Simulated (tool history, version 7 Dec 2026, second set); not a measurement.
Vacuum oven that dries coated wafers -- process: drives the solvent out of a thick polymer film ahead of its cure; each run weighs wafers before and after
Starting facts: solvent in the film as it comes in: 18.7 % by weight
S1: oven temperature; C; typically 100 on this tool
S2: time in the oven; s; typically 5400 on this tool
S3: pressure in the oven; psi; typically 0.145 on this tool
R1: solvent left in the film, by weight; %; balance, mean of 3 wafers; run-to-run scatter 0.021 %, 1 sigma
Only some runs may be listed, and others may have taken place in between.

run	hour	S1	S2	S3	R1
1	0	100	5400	0.145	0.84
2	58.6	100	5400	0.145	0.81
3	94.2	100	5400	0.145	0.81
4	121	100	5400	0.145	0.81
# hour 128.7: oven's thermocouples calibrated
5	184.9	100	5400	0.145	1.22
6	218.4	100	5400	0.145	1.21
7	252.4	87	5400	0.145	4.4
8	285.4	87	5400	0.145	4.42
9	326.5	87	3480	0.145	6.7
10	390.1	87	3480	0.471	8.14
11	419.1	100	5400	0.145	1.18
12	458.5	100	8820	0.145	0.71
13	493.7	100	8820	0.145	0.75
14	546.3	100	2880	0.145	3.08
15	591.6	100	2880	0.145	3.09
16	622.9	100	5400	0.145	1.17
17	673.9	100	5400	0.145	1.11
18	713	115	5400	0.145	0.4
19	741.7	115	5400	0.145	0.41
20	799.6	115	5400	0.145	0.39
21	863	115	5400	0.145	0.41
22	893.4	100	5400	0.145	1.1
23	941.2	100	5400	0.145	1.1

Run 24 is up next; what results do you expect?
24	992.7	100	9300	0.12	?

Run 24 measured R1 0.6 %.
Had the tool carried no hidden state, the very same run would have given R1 0.55 %.
